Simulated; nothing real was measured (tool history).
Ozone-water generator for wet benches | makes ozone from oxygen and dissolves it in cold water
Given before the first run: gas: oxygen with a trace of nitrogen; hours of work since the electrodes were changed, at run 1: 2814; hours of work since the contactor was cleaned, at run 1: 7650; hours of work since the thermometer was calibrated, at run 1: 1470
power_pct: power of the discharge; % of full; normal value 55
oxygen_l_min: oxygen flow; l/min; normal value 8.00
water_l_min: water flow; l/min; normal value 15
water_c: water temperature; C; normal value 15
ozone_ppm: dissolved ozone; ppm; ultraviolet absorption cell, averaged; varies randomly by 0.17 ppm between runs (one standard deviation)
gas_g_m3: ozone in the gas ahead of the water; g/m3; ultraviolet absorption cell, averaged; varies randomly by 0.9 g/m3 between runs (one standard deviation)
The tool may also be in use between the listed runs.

run,hour,power_pct,oxygen_l_min,water_l_min,water_c,hours of work since the electrodes were changed,hours of work since the contactor was cleaned,hours of work since the thermometer was calibrated,ozone_ppm,gas_g_m3
1,0.0,55,8.00,15,15,2814,7650,1470,22.4,148.0
2,99.7,55,8.00,15,15,2894,7730,1550,22.7,149.5
3,296.0,55,8.00,15,15,3050,7886,1706,22.6,149.0
4,433.5,55,8.00,19,15,3159,7995,1815,18.4,150.3
5,552.1,55,8.00,15,16,3253,8089,1909,22.0,148.8
6,758.3,55,8.00,15,16,3417,8253,2073,21.8,150.7
7,908.7,55,4.51,15,15,3537,8373,2193,22.7,199.9
8,1005.2,55,8.00,15,15,3614,8450,2270,22.5,150.1
9,1122.4,55,8.00,15,15,3707,8543,2363,22.4,147.5
10,1322.1,55,8.00,15,15,3866,8702,2522,22.2,149.9
11,1498.4,57,8.00,15,15,4006,8842,2662,22.9,153.9
12,1604.3,55,8.00,15,15,4090,8926,2746,22.3,149.5
# hour 1619.5: water thermometer calibrated
13,1740.7,55,8.00,15,15,4198,9034,96,22.1,149.8
14,1896.8,55,8.00,15,15,4323,9158,221,22.3,149.9
15,1981.9,55,8.00,15,15,4390,9226,288,22.2,149.2
16,2091.7,55,8.00,15,15,4478,9313,376,22.1,149.7
17,2277.9,55,8.00,15,15,4626,9462,524,22.3,148.4
18,2480.9,55,8.00,15,15,4787,9623,685,22.5,148.3
19,2577.6,74,6.62,14,9,4864,9700,762,33.7,208.7
20,2682.8,74,6.62,14,9,4948,9784,846,33.6,205.9
21,2810.3,51,8.00,13,15,5049,9885,947,23.5,141.6
22,2917.1,55,8.00,22,15,5134,9970,1032,16.2,149.8
23,3047.5,55,8.00,22,15,5238,10074,1136,16.4,149.8
24,3148.4,55,8.00,22,15,5318,10154,1216,16.3,149.1
25,3256.2,49,5.42,12,10,5404,10240,1302,27.2,166.9
26,3354.5,55,4.56,13,15,5482,10318,1380,26.0,198.0
27,3551.1,55,4.56,13,15,5638,10474,1536,25.6,197.3
28,3691.6,55,4.56,13,15,5750,10586,1648,25.8,198.7
29,3856.8,48,8.35,20,19,5881,10717,1779,14.8,131.8
30,4062.6,57,5.30,11,15,6045,10881,1943,29.7,188.0
31,4147.5,59,8.00,15,20,6113,10948,2011,21.3,158.3
# hour 4198.7: contactor cleaned
32,4348.0,57,8.00,15,15,6269,119,2167,23.3,154.0
33,4547.1,80,8.00,18,15,6427,277,2325,26.0,201.1

Alternative continuations, all from the tool just after run 33; predict every row:
A,4736.1,91,5.14,18,15,6578,427,2476,?,?
B,4736.1,80,7.27,15,9,6578,427,2476,?,?
C,4736.1,98,8.00,15,15,6578,427,2476,?,?
D,4736.1,69,8.00,15,15,6578,427,2476,?,?

run,ozone_ppm,gas_g_m3
A,28.8,275.6
B,34.0,210.8
C,35.1,234.2
D,26.9,178.2
With the hidden condition removed and each run's random variation left untouched, the same runs would have given:
run,ozone_ppm,gas_g_m3
A,28.8,275.8
B,34.0,211.0
C,35.2,234.4
D,26.9,178.3
